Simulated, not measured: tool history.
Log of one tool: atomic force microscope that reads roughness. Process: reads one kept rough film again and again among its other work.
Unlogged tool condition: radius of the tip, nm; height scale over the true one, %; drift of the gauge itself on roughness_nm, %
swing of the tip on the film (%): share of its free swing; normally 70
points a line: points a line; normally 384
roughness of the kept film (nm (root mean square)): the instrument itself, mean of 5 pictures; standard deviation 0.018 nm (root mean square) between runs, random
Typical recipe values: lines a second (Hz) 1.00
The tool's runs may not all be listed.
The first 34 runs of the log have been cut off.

run    hour  lines a second (Hz)  swing of the tip on the film (%)  points a line  pictures with this tip  hours of work since the height scale was calibrated  roughness of the kept film (nm (root mean square))
 35  1389.5                 3.65                                61            529                     110                                                  224                                               3.810
     1401.0  -- new tip fitted
 36  1443.8                 3.65                                61            529                      51                                                  262                                               3.965
 37  1483.3                 1.66                                68            376                      98                                                  290                                               3.973
     1505.1  -- new tip fitted
 38  1512.3                 1.66                                68            376                       9                                                  311                                               4.215
 39  1537.4                 2.59                                58            329                      39                                                  329                                               4.166
 40  1582.8                 2.59                                58            329                      93                                                  361                                               4.036
     1611.5  -- new tip fitted
 41  1634.0                 2.45                                58            526                      27                                                  398                                               4.214
 42  1691.6                 0.90                                58            272                      95                                                  439                                               4.250
     1717.6  -- new tip fitted
 43  1736.4                 2.41                                86            373                      23                                                  470                                               3.381

What if the next run were any one of these 3? Each begins from the tool's condition after run 43:
  A  1770.7                 1.00                                72            384                      63                                                  495                                                   ?
  B  1770.7                 2.41                                62            998                      63                                                  495                                                   ?
  C  1770.7                 2.07                                57            373                      63                                                  495                                                   ?

run  roughness of the kept film (nm (root mean square))
  A                                               4.100
  B                                               4.019
  C                                               4.193
Take away the tool's hidden state, keep each run's random variation, and the runs would have read:
run  roughness of the kept film (nm (root mean square))
  A                                               4.313
  B                                               4.228
  C                                               4.410
